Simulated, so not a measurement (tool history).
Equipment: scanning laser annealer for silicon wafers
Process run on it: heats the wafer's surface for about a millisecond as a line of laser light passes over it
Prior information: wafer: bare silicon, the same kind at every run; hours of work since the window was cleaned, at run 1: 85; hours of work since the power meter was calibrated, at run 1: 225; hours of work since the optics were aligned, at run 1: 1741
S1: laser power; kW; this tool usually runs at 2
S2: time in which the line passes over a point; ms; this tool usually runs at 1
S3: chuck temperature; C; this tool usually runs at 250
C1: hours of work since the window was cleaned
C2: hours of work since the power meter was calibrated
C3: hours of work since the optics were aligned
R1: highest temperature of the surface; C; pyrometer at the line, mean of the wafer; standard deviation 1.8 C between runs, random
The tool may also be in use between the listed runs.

run	hour	S1	S2	S3	C1	C2	C3	R1
1	0	2	1	250	85	225	1741	1002
2	7.9	2	1	250	91	230	1747	1003
3	17.8	2	1	250	98	237	1754	1003
4	29.8	2	1	225	106	246	1762	976
5	35.7	2	1	225	111	250	1767	977
6	48.7	2	1	225	120	259	1776	972
# hour 54.6: optics aligned, line set to its width
7	66	1.938	1	225	129	268	8	941
8	75.1	1.938	1	283	135	274	15	1000
9	86.6	2	0.88	286	143	282	23	989
10	93.8	1.899	0.94	250	148	288	28	929
11	99.2	1.985	1.09	253	152	291	32	1018
# hour 107.2: optics aligned, line set to its width, once more
12	114.1	1.985	1.09	253	159	298	5	1038
13	123.3	1.985	1.09	253	166	305	11	1038
14	134.8	1.985	1.09	253	174	313	20	1036
15	147.5	1.962	1.09	266	183	322	29	1040

Same runs, no hidden state in the tool, same run-to-run variation:
Hidden conditions of the tool in this case: light that passes the window, % of a clean one's; laser's true power over the reading, %; width of the line over the set one, %; drift of the gauge itself on peak_c, C.
run	R1
1	1031
2	1033
3	1033
4	1006
5	1008
6	1003
7	975
8	1035
9	1023
10	962
11	1056
12	1055
13	1055
14	1054
15	1058
